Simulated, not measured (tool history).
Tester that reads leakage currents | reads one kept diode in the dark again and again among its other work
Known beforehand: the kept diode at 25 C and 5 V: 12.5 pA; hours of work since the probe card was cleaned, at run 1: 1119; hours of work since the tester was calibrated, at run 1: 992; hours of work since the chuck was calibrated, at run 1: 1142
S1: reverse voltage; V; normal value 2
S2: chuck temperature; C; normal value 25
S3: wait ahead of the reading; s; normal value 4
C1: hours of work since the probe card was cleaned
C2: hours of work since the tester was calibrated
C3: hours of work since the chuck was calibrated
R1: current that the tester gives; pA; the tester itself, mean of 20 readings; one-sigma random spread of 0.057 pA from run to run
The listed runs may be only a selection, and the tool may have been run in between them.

| run | hour | S1 | S2 | S3 | C1 | C2 | C3 | R1 |
|---|---|---|---|---|---|---|---|---|
| 1 | 0 | 2 | 25 | 4 | 1119 | 992 | 1142 | 12.97 |
| 2 | 97.1 | 2 | 25 | 4 | 1169 | 1041 | 1192 | 13.14 |
|  | 149.3 | chuck's temperature calibrated |
| 3 | 269 | 2 | 25 | 4 | 1255 | 1128 | 61 | 12.47 |
|  | 302.1 | probe card cleaned and baked |
| 4 | 348.4 | 3.79 | 25 | 4 | 24 | 1167 | 100 | 11.95 |
| 5 | 494.1 | 3.79 | 25 | 4 | 98 | 1242 | 175 | 12.37 |
| 6 | 620.2 | 3.07 | 25 | 4 | 163 | 1306 | 239 | 11.7 |
| 7 | 785.8 | 3.07 | 25 | 4 | 247 | 1391 | 324 | 12.05 |
| 8 | 886.2 | 5.49 | 25 | 3.36 | 299 | 1443 | 376 | 16 |
| 9 | 1030.4 | 17.36 | 21 | 8.93 | 373 | 1516 | 449 | 23.39 |
| 10 | 1126.2 | 2 | 44 | 0.62 | 422 | 1565 | 498 | 52.6 |
| 11 | 1217.2 | 2 | 44 | 0.62 | 468 | 1612 | 545 | 52.8 |

Hidden state or all else? Some run-to-run changes of R1, split into what the settings, what came in and random variation would give without the hidden state, and what is left for the hidden state (with any gauge scatter that isn't in both results):
Hidden state present: stray current of the dirty probe card, pA a volt; current scale over the true one, %; true chuck temperature over the reading, C; drift of the gauge itself on leakage_pa, %.
Run 8 -> 9: S1 5.49 -> 17.36, S2 25 -> 21, S3 3.36 -> 8.93. R1 +7.39 pA: hidden state +6.6, all else +0.79.
Run 9 -> 10: S1 17.36 -> 2, S2 21 -> 44, S3 8.93 -> 0.62. R1 +29.21 pA: hidden state -6.28, all else +35.49.
